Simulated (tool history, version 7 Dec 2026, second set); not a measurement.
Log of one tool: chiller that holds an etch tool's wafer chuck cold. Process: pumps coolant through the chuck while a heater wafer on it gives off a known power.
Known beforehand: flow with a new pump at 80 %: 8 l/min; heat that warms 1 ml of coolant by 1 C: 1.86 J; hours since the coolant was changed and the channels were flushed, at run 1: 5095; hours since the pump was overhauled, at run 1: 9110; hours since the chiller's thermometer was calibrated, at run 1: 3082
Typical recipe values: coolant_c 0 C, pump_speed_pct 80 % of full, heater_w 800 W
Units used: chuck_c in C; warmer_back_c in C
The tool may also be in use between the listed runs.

run	hour	coolant_c	pump_speed_pct	heater_w	hours since the coolant was changed and the channels were flushed	hours since the pump was overhauled	hours since the chiller's thermometer was calibrated	chuck_c	warmer_back_c
1	0	0	80	800	5095	9110	3082	9	3.17
2	161.9	0	80	476	5257	9272	3244	5.2	1.91
3	364.7	0	80	476	5460	9474	3446	5.4	1.9
# hour 414.4: chiller's thermometer calibrated
4	579.8	0	80	476	5674	9688	165	5.4	1.96
5	707.8	0	83	476	5802	9816	293	5.1	1.81
6	863.4	0	80	800	5957	9972	449	8.8	3.22
7	1091.6	0	80	800	6186	10200	677	8.9	3.21
8	1210.1	0	80	800	6304	10319	796	8.9	3.2
9	1419.4	0	80	629	6513	10528	1005	7	2.59
10	1599.7	0	80	629	6694	10708	1185	6.8	2.55
11	1701.3	0	80	419	6795	10810	1287	4.6	1.71
12	1874.3	0	80	419	6968	10983	1460	4.6	1.65
13	2001.2	0	80	419	7095	11110	1587	4.5	1.65
14	2118.4	0	80	448	7212	11227	1704	4.9	1.8
15	2275.9	4	83	800	7370	11384	1861	12.7	3.03
16	2398.4	-10	75	807	7492	11507	1984	-0.4	3.52
17	2503.8	-10	68	702	7598	11612	2089	-1.1	3.42
18	2731.8	0	80	857	7826	11840	2317	9.5	3.42
# hour 2873.2: coolant changed, channels flushed
19	2898.6	0	80	857	25	12001	2478	9.6	3.47

Take each entry between the runs: how does the hidden state at the last listed run before it differ from the hidden state at the first listed run after it?
Between runs 3 and 4: chiller's thermometer calibrated (hour 414.4)
  no difference in the tool's unlogged condition between these two runs
Between runs 18 and 19: coolant changed, channels flushed (hour 2873.2)
  heat passed by the chuck's channels, % of clean ones': 99.8 -> 100
